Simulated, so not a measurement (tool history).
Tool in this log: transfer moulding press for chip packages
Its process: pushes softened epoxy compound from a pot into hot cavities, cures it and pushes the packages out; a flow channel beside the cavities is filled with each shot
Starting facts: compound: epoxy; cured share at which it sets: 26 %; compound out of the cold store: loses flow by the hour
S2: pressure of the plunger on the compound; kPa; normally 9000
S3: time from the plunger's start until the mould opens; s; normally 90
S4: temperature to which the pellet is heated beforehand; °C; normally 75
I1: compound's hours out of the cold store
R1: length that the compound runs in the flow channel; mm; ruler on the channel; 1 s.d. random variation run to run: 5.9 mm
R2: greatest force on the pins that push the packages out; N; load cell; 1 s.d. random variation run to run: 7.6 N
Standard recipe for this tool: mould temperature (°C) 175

{"run": 1, "hour": 0.0, "mould temperature (°C)": 175, "S2": 9000, "S3": 90, "S4": 75, "I1": 21.7, "R1": 670, "R2": 329}
{"run": 2, "hour": 17.6, "mould temperature (°C)": 175, "S2": 7770, "S3": 90, "S4": 75, "I1": 41.0, "R1": 548, "R2": 526}
{"run": 3, "hour": 44.4, "mould temperature (°C)": 175, "S2": 7770, "S3": 90, "S4": 75, "I1": 36.0, "R1": 572, "R2": 654}
{"run": 4, "hour": 59.6, "mould temperature (°C)": 175, "S2": 7770, "S3": 90, "S4": 75, "I1": 23.0, "R1": 628, "R2": 708}
{"hour": 67.6, "done": "plunger's sealing rings changed"}
{"hour": 76.2, "done": "mould's thermocouples calibrated"}
{"hour": 79.1, "done": "cavities cleaned with cleaning compound and waxed"}
{"run": 5, "hour": 92.4, "mould temperature (°C)": 179, "S2": 9000, "S3": 90, "S4": 75, "I1": 29.1, "R1": 678, "R2": 695}
{"run": 6, "hour": 111.3, "mould temperature (°C)": 179, "S2": 9000, "S3": 90, "S4": 75, "I1": 37.9, "R1": 612, "R2": 675}
{"hour": 139.7, "done": "cavities cleaned with cleaning compound and waxed, once more"}
{"run": 7, "hour": 143.5, "mould temperature (°C)": 179, "S2": 9000, "S3": 90, "S4": 75, "I1": 30.2, "R1": 659, "R2": 338}
{"run": 8, "hour": 173.4, "mould temperature (°C)": 179, "S2": 9000, "S3": 90, "S4": 74, "I1": 41.6, "R1": 601, "R2": 570}
{"run": 9, "hour": 199.0, "mould temperature (°C)": 171, "S2": 9000, "S3": 90, "S4": 74, "I1": 32.6, "R1": 660, "R2": 912}
{"hour": 214.7, "done": "cavities cleaned with cleaning compound and waxed"}
{"run": 10, "hour": 216.9, "mould temperature (°C)": 174, "S2": 9000, "S3": 90, "S4": 75, "I1": 20.7, "R1": 711, "R2": 396}
{"run": 11, "hour": 237.7, "mould temperature (°C)": 174, "S2": 9000, "S3": 90, "S4": 75, "I1": 15.4, "R1": 754, "R2": 650}
{"run": 12, "hour": 253.4, "mould temperature (°C)": 175, "S2": 7780, "S3": 90, "S4": 75, "I1": 31.8, "R1": 601, "R2": 651}
{"run": 13, "hour": 274.7, "mould temperature (°C)": 175, "S2": 9000, "S3": 125, "S4": 75, "I1": 34.6, "R1": 634, "R2": 566}
{"hour": 289.9, "done": "cavities cleaned with cleaning compound and waxed"}
{"run": 14, "hour": 306.2, "mould temperature (°C)": 175, "S2": 6810, "S3": 90, "S4": 83, "I1": 33.8, "R1": 559, "R2": 531}
{"run": 15, "hour": 326.6, "mould temperature (°C)": 179, "S2": 6810, "S3": 98, "S4": 75, "I1": 12.4, "R1": 641, "R2": 533}
{"run": 16, "hour": 351.9, "mould temperature (°C)": 181, "S2": 8440, "S3": 98, "S4": 76, "I1": 17.0, "R1": 690, "R2": 571}
{"hour": 365.4, "done": "cavities cleaned with cleaning compound and waxed"}
{"run": 17, "hour": 368.7, "mould temperature (°C)": 181, "S2": 8440, "S3": 98, "S4": 76, "I1": 43.1, "R1": 565, "R2": 319}

5 options for the next run, each taken on its own from the tool as it stands now. Forecast them:
{"run": "A", "hour": 395.0, "mould temperature (°C)": 175, "S2": 9000, "S3": 90, "S4": 72, "I1": 17.0, "R1": "?", "R2": "?"}
{"run": "B", "hour": 395.0, "mould temperature (°C)": 181, "S2": 8350, "S3": 98, "S4": 76, "I1": 19.5, "R1": "?", "R2": "?"}
{"run": "C", "hour": 395.0, "mould temperature (°C)": 181, "S2": 7490, "S3": 86, "S4": 65, "I1": 10.8, "R1": "?", "R2": "?"}
{"run": "D", "hour": 395.0, "mould temperature (°C)": 183, "S2": 10540, "S3": 98, "S4": 75, "I1": 32.1, "R1": "?", "R2": "?"}
{"run": "E", "hour": 395.0, "mould temperature (°C)": 171, "S2": 8000, "S3": 112, "S4": 76, "I1": 38.4, "R1": "?", "R2": "?"}

run=A R1=725 R2=656
run=B R1=668 R2=496
run=C R1=677 R2=557
run=D R1=679 R2=492
run=E R1=578 R2=539
Had the tool no hidden state, the same runs would have come out as:
run=A R1=757 R2=357
run=B R1=698 R2=263
run=C R1=707 R2=295
run=D R1=709 R2=260
run=E R1=604 R2=286

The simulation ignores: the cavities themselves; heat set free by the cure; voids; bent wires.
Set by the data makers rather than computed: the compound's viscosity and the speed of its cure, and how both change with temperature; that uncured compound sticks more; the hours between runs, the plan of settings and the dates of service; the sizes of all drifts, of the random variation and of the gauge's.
